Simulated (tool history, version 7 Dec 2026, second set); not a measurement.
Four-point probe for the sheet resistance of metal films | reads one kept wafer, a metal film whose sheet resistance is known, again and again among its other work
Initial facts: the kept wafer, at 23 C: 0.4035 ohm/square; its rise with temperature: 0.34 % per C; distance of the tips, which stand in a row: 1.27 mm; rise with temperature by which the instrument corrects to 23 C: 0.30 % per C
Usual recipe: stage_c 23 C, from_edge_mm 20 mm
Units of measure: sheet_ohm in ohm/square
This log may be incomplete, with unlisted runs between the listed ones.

| run | hour | stage_c | from_edge_mm | sheet_ohm |
|---|---|---|---|---|
| 1 | 0 | 23 | 20 | 0.403211 |
| 2 | 24.4 | 23 | 20 | 0.403011 |
| 3 | 61.4 | 23 | 47 | 0.402297 |
| 4 | 77.7 | 21 | 20 | 0.402785 |
| 5 | 101.4 | 23 | 20 | 0.40301 |
| 6 | 134.7 | 23 | 4 | 0.422747 |
| 7 | 164.1 | 19 | 4 | 0.422106 |
| 8 | 195.1 | 19 | 4 | 0.422138 |
| 9 | 219 | 19 | 4 | 0.422051 |
| 10 | 250.3 | 19 | 4 | 0.422149 |
| 11 | 285.4 | 19 | 4 | 0.422044 |
| 12 | 318.1 | 23 | 21 | 0.402741 |
| 13 | 345 | 23 | 21 | 0.402836 |
| 14 | 362.1 | 23 | 21 | 0.402631 |
| 15 | 387.1 | 23 | 10 | 0.405433 |
| 16 | 418.2 | 23 | 10 | 0.40545 |
| 17 | 448 | 23 | 10 | 0.405506 |
| 18 | 466.4 | 18 | 20 | 0.402103 |
| 19 | 483.1 | 23 | 48 | 0.402143 |
| 20 | 514.3 | 23 | 48 | 0.402004 |
| 21 | 535.7 | 21 | 34 | 0.401971 |
| 22 | 560.4 | 24 | 18 | 0.403273 |
|  | 575.6 | stage's thermometer calibrated |
| 23 | 591.9 | 23 | 44 | 0.401847 |
| 24 | 607.9 | 22 | 74 | 0.401422 |
| 25 | 645.1 | 29 | 6 | 0.411965 |
| 26 | 664.8 | 31 | 6 | 0.412341 |
| 27 | 687.2 | 31 | 6 | 0.412271 |
| 28 | 724.6 | 31 | 6 | 0.412207 |
| 29 | 747.6 | 31 | 6 | 0.412345 |
| 30 | 764.5 | 31 | 6 | 0.412174 |
| 31 | 790.9 | 31 | 6 | 0.412285 |
|  | 802.8 | stage's thermometer calibrated, once more |
| 32 | 819.6 | 31 | 6 | 0.413835 |
| 33 | 838 | 21 | 8 | 0.408281 |
| 34 | 860.4 | 21 | 74 | 0.402698 |

Run 35, settings as shown, results not yet in. Your forecast:
| 35 | 893.1 | 30 | 6 | ? |

{"run 35": {"sheet_ohm": 0.413716}}
Had the tool carried no hidden state, the very same run would have given sheet_ohm 0.414202 ohm/square.
